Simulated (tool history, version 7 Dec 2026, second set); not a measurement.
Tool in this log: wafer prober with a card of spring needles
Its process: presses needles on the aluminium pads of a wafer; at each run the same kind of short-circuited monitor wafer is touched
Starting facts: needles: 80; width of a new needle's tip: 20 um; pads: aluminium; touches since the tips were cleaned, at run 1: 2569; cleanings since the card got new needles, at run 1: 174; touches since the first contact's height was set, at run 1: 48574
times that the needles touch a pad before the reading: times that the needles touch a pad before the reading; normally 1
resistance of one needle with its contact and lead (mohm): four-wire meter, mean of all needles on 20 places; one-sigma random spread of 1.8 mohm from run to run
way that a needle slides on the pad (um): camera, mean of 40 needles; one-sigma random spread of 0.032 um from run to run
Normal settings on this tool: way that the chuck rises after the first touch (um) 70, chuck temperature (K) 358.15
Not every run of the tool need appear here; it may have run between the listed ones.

run,day,way that the chuck rises after the first touch (um),chuck temperature (K),times that the needles touch a pad before the reading,touches since the tips were cleaned,cleanings since the card got new needles,touches since the first contact's height was set,resistance of one needle with its contact and lead (mohm),way that a needle slides on the pad (um)
1,0,70,358.15,1,2569,174,48574,196,10.81
# day 0.183: tips cleaned on abrasive film
# day 0.638: tips cleaned on abrasive film
# day 1.092: tips cleaned on abrasive film
# day 1.546: tips cleaned on abrasive film
# day 2: tips cleaned on abrasive film
# day 2.362: tips cleaned on abrasive film
2,2.575,70,358.15,1,2191,180,75177,194,10.72
# day 2.758: tips cleaned on abrasive film
# day 3.212: tips cleaned on abrasive film
# day 3.667: tips cleaned on abrasive film
# day 4.029: tips cleaned on abrasive film
# day 4.438: tips cleaned on abrasive film
3,4.438,70,358.15,1,0,185,94423,194,10.75
# day 4.892: tips cleaned on abrasive film
# day 5.346: tips cleaned on abrasive film
# day 5.712: tips cleaned on abrasive film
# day 6.162: tips cleaned on abrasive film
# day 6.529: tips cleaned on abrasive film
# day 6.983: tips cleaned on abrasive film
4,7.212,70,368.15,1,2398,191,123109,198,10.7
# day 7.396: tips cleaned on abrasive film
# day 7.758: tips cleaned on abrasive film
# day 8.212: tips cleaned on abrasive film
# day 8.667: tips cleaned on abrasive film
5,8.979,70,368.15,1,3266,195,141398,195,10.68
# day 9.075: tips cleaned on abrasive film
# day 9.529: tips cleaned on abrasive film
# day 9.983: tips cleaned on abrasive film
# day 10.438: tips cleaned on abrasive film
6,10.592,70,358.15,1,1618,199,158039,194,10.7
# day 10.867: tips cleaned on abrasive film
# day 11.229: tips cleaned on abrasive film
# day 11.683: tips cleaned on abrasive film
# day 12.138: tips cleaned on abrasive film
# day 12.592: tips cleaned on abrasive film
# day 12.604: height of the first contact set anew
# day 12.967: tips cleaned on abrasive film
7,13.212,70,358.15,2,2533,205,6289,195,10.65
# day 13.396: tips cleaned on abrasive film
# day 13.85: tips cleaned on abrasive film
# day 14.304: tips cleaned on abrasive film
# day 14.667: tips cleaned on abrasive film
# day 15.121: tips cleaned on abrasive film
# day 15.483: tips cleaned on abrasive film
8,15.604,70,358.15,2,1224,211,30986,194,10.74
# day 15.875: tips cleaned on abrasive film
# day 16.329: tips cleaned on abrasive film
# day 16.696: tips cleaned on abrasive film
# day 17.15: tips cleaned on abrasive film
9,17.292,86,358.15,2,1517,215,48462,189,13.05
# day 17.567: tips cleaned on abrasive film
# day 17.933: tips cleaned on abrasive film
# day 18.296: tips cleaned on abrasive film
# day 18.75: tips cleaned on abrasive film
# day 19.204: tips cleaned on abrasive film
# day 19.658: tips cleaned on abrasive film
# day 20.021: tips cleaned on abrasive film
10,20.167,86,358.15,2,1498,222,78126,191,13.02
# day 20.438: tips cleaned on abrasive film
# day 20.804: tips cleaned on abrasive film
# day 21.258: tips cleaned on abrasive film
# day 21.712: tips cleaned on abrasive film
# day 22.167: tips cleaned on abrasive film
# day 22.529: tips cleaned on abrasive film
# day 22.983: tips cleaned on abrasive film
# day 23.438: tips cleaned on abrasive film
11,23.438,86,358.15,2,0,230,111918,188,12.99
# day 23.892: tips cleaned on abrasive film
# day 24.254: tips cleaned on abrasive film
# day 24.617: tips cleaned on abrasive film
# day 25.054: tips cleaned on abrasive film
12,25.054,86,358.15,2,0,234,128624,193,12.93
# day 25.508: tips cleaned on abrasive film
# day 25.962: tips cleaned on abrasive film
# day 26.417: tips cleaned on abrasive film
# day 26.779: tips cleaned on abrasive film
# day 27.233: tips cleaned on abrasive film
# day 27.596: tips cleaned on abrasive film
13,27.708,71,308.15,2,1175,240,156087,183,10.68
# day 27.983: tips cleaned on abrasive film
# day 28.438: tips cleaned on abrasive film
# day 28.892: tips cleaned on abrasive film
# day 29.346: tips cleaned on abrasive film
# day 29.708: tips cleaned on abrasive film
# day 29.9: height of the first contact set anew
# day 30.175: tips cleaned on abrasive film
14,30.179,71,299.15,1,51,246,2868,183,10.69
# day 30.546: tips cleaned on abrasive film
# day 31: tips cleaned on abrasive film
# day 31.454: tips cleaned on abrasive film
# day 31.908: tips cleaned on abrasive film
15,32.038,55,299.15,1,1371,250,22077,186,8.26
# day 32.312: tips cleaned on abrasive film
# day 32.675: tips cleaned on abrasive film
# day 33.129: tips cleaned on abrasive film
# day 33.583: tips cleaned on abrasive film
16,33.675,74,308.15,1,954,254,38993,183,11.14
# day 33.95: tips cleaned on abrasive film
# day 34.404: tips cleaned on abrasive film
# day 34.854: tips cleaned on abrasive film
# day 35.125: gauge calibrated
# day 35.308: tips cleaned on abrasive film
17,35.354,70,317.15,1,469,258,56349,189,10.72
# day 35.721: tips cleaned on abrasive film
# day 36.175: tips cleaned on abrasive film
# day 36.625: tips cleaned on abrasive film
# day 37.079: tips cleaned on abrasive film
# day 37.533: tips cleaned on abrasive film
# day 37.988: tips cleaned on abrasive film
18,38.258,70,380.15,3,2826,264,86403,199,10.74
# day 38.354: tips cleaned on abrasive film
# day 38.808: tips cleaned on abrasive film
# day 39.262: tips cleaned on abrasive film
# day 39.717: tips cleaned on abrasive film
# day 40.079: tips cleaned on abrasive film
19,40.104,68,323.15,2,263,269,105446,188,10.47
# day 40.471: tips cleaned on abrasive film
# day 40.833: tips cleaned on abrasive film
# day 41.196: tips cleaned on abrasive film
# day 41.65: tips cleaned on abrasive film
# day 42.017: tips cleaned on abrasive film
# day 42.471: tips cleaned on abrasive film
20,42.471,70,300.15,1,41,275,129898,181,10.7
# day 42.838: tips cleaned on abrasive film
# day 43.2: tips cleaned on abrasive film
# day 43.654: tips cleaned on abrasive film
# day 44.017: tips cleaned on abrasive film
# day 44.471: tips cleaned on abrasive film
# day 44.838: tips cleaned on abrasive film
21,44.946,66,358.15,2,1146,281,155445,195,10.06
# day 45.221: tips cleaned on abrasive film
# day 45.675: tips cleaned on abrasive film
# day 46.129: tips cleaned on abrasive film
# day 46.492: tips cleaned on abrasive film
# day 46.854: tips cleaned on abrasive film
# day 47.229: height of the first contact set anew
# day 47.312: tips cleaned on abrasive film
22,47.312,66,358.15,2,0,287,823,192,10.06

Each row is a separate what-if for the run after 22, all from the same tool condition, not one after another. Results?
# day 47.675: tips cleaned on abrasive film
# day 48.129: tips cleaned on abrasive film
# day 48.492: tips cleaned on abrasive film
# day 48.946: tips cleaned on abrasive film
# day 49.312: tips cleaned on abrasive film
# day 49.675: tips cleaned on abrasive film
# day 50.038: tips cleaned on abrasive film
# day 50.492: tips cleaned on abrasive film
A,50.538,66,323.15,2,480,295,34163,?,?
# day 47.675: tips cleaned on abrasive film
# day 48.129: tips cleaned on abrasive film
# day 48.492: tips cleaned on abrasive film
# day 48.946: tips cleaned on abrasive film
# day 49.312: tips cleaned on abrasive film
# day 49.675: tips cleaned on abrasive film
# day 50.038: tips cleaned on abrasive film
# day 50.492: tips cleaned on abrasive film
B,50.538,66,358.15,2,480,295,34163,?,?
# day 47.675: tips cleaned on abrasive film
# day 48.129: tips cleaned on abrasive film
# day 48.492: tips cleaned on abrasive film
# day 48.946: tips cleaned on abrasive film
# day 49.312: tips cleaned on abrasive film
# day 49.675: tips cleaned on abrasive film
# day 50.038: tips cleaned on abrasive film
# day 50.492: tips cleaned on abrasive film
C,50.538,62,358.15,1,480,295,34163,?,?
# day 47.675: tips cleaned on abrasive film
# day 48.129: tips cleaned on abrasive film
# day 48.492: tips cleaned on abrasive film
# day 48.946: tips cleaned on abrasive film
# day 49.312: tips cleaned on abrasive film
# day 49.675: tips cleaned on abrasive film
# day 50.038: tips cleaned on abrasive film
# day 50.492: tips cleaned on abrasive film
D,50.538,85,383.15,2,480,295,34163,?,?

run,resistance of one needle with its contact and lead (mohm),way that a needle slides on the pad (um)
A,187,10.05
B,194,10.09
C,196,9.48
D,195,12.98
With the hidden condition removed and each run's random variation left untouched, the same runs would have given:
run,resistance of one needle with its contact and lead (mohm),way that a needle slides on the pad (um)
A,187,10.15
B,194,10.2
C,196,9.58
D,194,13.11

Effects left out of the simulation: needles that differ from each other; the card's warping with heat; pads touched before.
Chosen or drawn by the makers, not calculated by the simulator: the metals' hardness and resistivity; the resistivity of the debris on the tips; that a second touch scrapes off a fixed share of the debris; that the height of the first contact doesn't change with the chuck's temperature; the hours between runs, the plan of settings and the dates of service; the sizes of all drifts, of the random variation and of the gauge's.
